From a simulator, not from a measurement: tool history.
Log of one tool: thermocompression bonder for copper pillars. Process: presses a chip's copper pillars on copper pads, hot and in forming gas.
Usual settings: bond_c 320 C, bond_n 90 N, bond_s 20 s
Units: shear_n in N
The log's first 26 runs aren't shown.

run	hour	bond_c	bond_n	bond_s	shear_n
27	192.7	320	111	26	86.2
28	200.2	341	111	26	99.5
# hour 204.5: heater calibrated with a thermocouple chip, once more
29	207.8	320	78	53	89.9
30	214.3	320	68	10	46.4
31	222.3	333	68	33	81.1
32	227.3	320	62	12	47.1
33	235.1	320	76	10	49
34	243.3	304	93	40	79.9
35	248.5	338	62	47	87.9
36	255.8	320	125	23	88.5
37	260.7	315	91	22	71.2
38	266.4	292	95	31	65
39	272.8	292	127	12	56.1
40	280.7	292	127	12	54.2

Forecast each of these 3 alternatives for the next run:
A	288.4	301	112	16	?
B	288.4	341	127	12	?
C	288.4	340	122	23	?

run	shear_n
A	62.7
B	85.5
C	100.1
Without the tool's hidden state the same runs would have given:
run	shear_n
A	64.7
B	87.9
C	102.7
